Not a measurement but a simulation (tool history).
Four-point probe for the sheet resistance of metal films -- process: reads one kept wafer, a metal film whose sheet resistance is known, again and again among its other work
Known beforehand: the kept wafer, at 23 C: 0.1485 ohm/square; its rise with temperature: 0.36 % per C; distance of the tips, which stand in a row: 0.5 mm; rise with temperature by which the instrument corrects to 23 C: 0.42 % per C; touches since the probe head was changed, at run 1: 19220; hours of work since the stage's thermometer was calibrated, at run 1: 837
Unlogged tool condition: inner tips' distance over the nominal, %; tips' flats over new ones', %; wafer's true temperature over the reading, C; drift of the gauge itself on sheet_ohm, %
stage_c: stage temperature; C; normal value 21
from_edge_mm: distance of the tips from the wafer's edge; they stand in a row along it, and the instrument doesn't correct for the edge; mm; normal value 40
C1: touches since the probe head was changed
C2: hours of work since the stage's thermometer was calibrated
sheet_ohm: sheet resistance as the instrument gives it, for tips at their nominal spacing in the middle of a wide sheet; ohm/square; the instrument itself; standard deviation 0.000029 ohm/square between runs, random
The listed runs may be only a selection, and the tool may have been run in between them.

Run 1, hour 0: usual settings; C1 19220; C2 837. Result: sheet_ohm 0.147663 ohm/square.
Run 2, hour 51.3: usual settings; C1 20538; C2 863. Result: sheet_ohm 0.147623 ohm/square.
Run 3, hour 99.5: usual settings; C1 21777; C2 887. Result: sheet_ohm 0.147657 ohm/square.
Run 4, hour 132.9: usual settings but stage_c 23 C; C1 22636; C2 904. Result: sheet_ohm 0.147474 ohm/square.
Run 5, hour 179.9: usual settings but stage_c 23 C; C1 23844; C2 928. Result: sheet_ohm 0.147453 ohm/square.
Run 6, hour 223.2: usual settings but stage_c 23 C; C1 24958; C2 949. Result: sheet_ohm 0.147489 ohm/square.
Run 7, hour 254.4: usual settings but from_edge_mm 7 mm; C1 25759; C2 965. Result: sheet_ohm 0.148078 ohm/square.
Run 8, hour 303.2: usual settings but from_edge_mm 7 mm; C1 27013; C2 990. Result: sheet_ohm 0.148027 ohm/square.
Run 9, hour 347.9: usual settings but from_edge_mm 7 mm; C1 28164; C2 1012. Result: sheet_ohm 0.148079 ohm/square.
Run 10, hour 388.3: usual settings; C1 29202; C2 1033. Result: sheet_ohm 0.147703 ohm/square.
Run 11, hour 423: usual settings; C1 30095; C2 1050. Result: sheet_ohm 0.147673 ohm/square.
Run 12, hour 466.8: usual settings; C1 31220; C2 1073. Result: sheet_ohm 0.147638 ohm/square.
Run 13, hour 512: usual settings but from_edge_mm 13 mm; C1 32381; C2 1095. Result: sheet_ohm 0.147763 ohm/square.
Run 14, hour 533.1: usual settings but from_edge_mm 7 mm; C1 32923; C2 1106. Result: sheet_ohm 0.148067 ohm/square.
Run 15, hour 584: usual settings but from_edge_mm 7 mm; C1 34231; C2 1132. Result: sheet_ohm 0.148044 ohm/square.
Run 16, hour 626.4: usual settings but from_edge_mm 7 mm; C1 35322; C2 1153. Result: sheet_ohm 0.148129 ohm/square.
Run 17, hour 668.4: usual settings but from_edge_mm 7 mm; C1 36401; C2 1174. Result: sheet_ohm 0.148077 ohm/square.
Run 18, hour 717.6: usual settings but from_edge_mm 7 mm; C1 37666; C2 1199. Result: sheet_ohm 0.148095 ohm/square.
At hour 759.1: stage's thermometer calibrated.
Run 19, hour 763.1: usual settings but stage_c 26 C; C1 38823; C2 2. Result: sheet_ohm 0.147438 ohm/square.
Run 20, hour 803.2: usual settings but stage_c 26 C; C1 39855; C2 22. Result: sheet_ohm 0.147489 ohm/square.
Run 21, hour 839.2: usual settings but stage_c 24 C, from_edge_mm 9 mm; C1 40779; C2 40. Result: sheet_ohm 0.14792 ohm/square.
Run 22, hour 878.2: usual settings but stage_c 28 C, from_edge_mm 33 mm; C1 41783; C2 60. Result: sheet_ohm 0.147355 ohm/square.
Run 23, hour 922.4: usual settings but stage_c 28 C, from_edge_mm 33 mm; C1 42918; C2 82. Result: sheet_ohm 0.147274 ohm/square.
Run 24, hour 944.7: usual settings but stage_c 31 C, from_edge_mm 42 mm; C1 43492; C2 94. Result: sheet_ohm 0.147072 ohm/square.
Run 25, hour 995.6: usual settings but from_edge_mm 11 mm; C1 44800; C2 119. Result: sheet_ohm 0.148082 ohm/square.
Run 26, hour 1045.4: usual settings but from_edge_mm 11 mm; C1 46080; C2 145. Result: sheet_ohm 0.148016 ohm/square.
Run 27, hour 1078: usual settings but from_edge_mm 11 mm; C1 46918; C2 161. Result: sheet_ohm 0.14808 ohm/square.
Run 28, hour 1105.6: usual settings but stage_c 28 C, from_edge_mm 12 mm; C1 47629; C2 175. Result: sheet_ohm 0.147465 ohm/square.
Run 29, hour 1144.9: usual settings but stage_c 23 C, from_edge_mm 10 mm; C1 48637; C2 195. Result: sheet_ohm 0.147996 ohm/square.
Run 30, hour 1189.7: usual settings but stage_c 23 C, from_edge_mm 33 mm; C1 49791; C2 218. Result: sheet_ohm 0.147793 ohm/square.
Run 31, hour 1234.6: usual settings but stage_c 23 C, from_edge_mm 33 mm; C1 50945; C2 240. Result: sheet_ohm 0.147734 ohm/square.
Run 32, hour 1280.8: usual settings but from_edge_mm 64 mm; C1 52131; C2 264. Result: sheet_ohm 0.147896 ohm/square.
Run 33, hour 1326.7: usual settings but from_edge_mm 64 mm; C1 53312; C2 287. Result: sheet_ohm 0.147953 ohm/square.
Run 34, hour 1355: usual settings but from_edge_mm 64 mm; C1 54038; C2 301. Result: sheet_ohm 0.147906 ohm/square.
Run 35, hour 1381.1: usual settings but stage_c 24 C; C1 54710; C2 314. Result: sheet_ohm 0.147648 ohm/square.
Run 36, hour 1408.9: usual settings but stage_c 24 C; C1 55425; C2 328. Result: sheet_ohm 0.147639 ohm/square.
Run 37, hour 1432: usual settings but stage_c 22 C, from_edge_mm 35 mm; C1 56018; C2 340. Result: sheet_ohm 0.147798 ohm/square.
Run 38, hour 1463.3: usual settings but from_edge_mm 5 mm; C1 56823; C2 356. Result: sheet_ohm 0.148712 ohm/square.
Run 39, hour 1509.1: usual settings but stage_c 23 C, from_edge_mm 52 mm; C1 58001; C2 379. Result: sheet_ohm 0.14776 ohm/square.

Below, some changes in sheet_ohm between adjacent runs. For each, the amount present without the hidden state too (settings, incoming material, random variation) and the amount remaining for the hidden state with gauge scatter not shared by both compared results:
Run 18 -> 19: stage_c 21 -> 26, from_edge_mm 7 -> 40, stage's thermometer calibrated. sheet_ohm -0.000657 ohm/square: hidden state +0.000235, all else -0.000892.
Run 24 -> 25: stage_c 31 -> 21, from_edge_mm 42 -> 11. sheet_ohm +0.00101 ohm/square: hidden state -0.000004, all else +0.001014.
Run 27 -> 28: stage_c 21 -> 28, from_edge_mm 11 -> 12. sheet_ohm -0.000615 ohm/square: hidden state +0.000005, all else -0.00062.
Run 37 -> 38: stage_c 22 -> 21, from_edge_mm 35 -> 5. sheet_ohm +0.000914 ohm/square: hidden state -0.000004, all else +0.000918.
Run 38 -> 39: stage_c 21 -> 23, from_edge_mm 5 -> 52. sheet_ohm -0.000952 ohm/square: hidden state +0.000006, all else -0.000958.

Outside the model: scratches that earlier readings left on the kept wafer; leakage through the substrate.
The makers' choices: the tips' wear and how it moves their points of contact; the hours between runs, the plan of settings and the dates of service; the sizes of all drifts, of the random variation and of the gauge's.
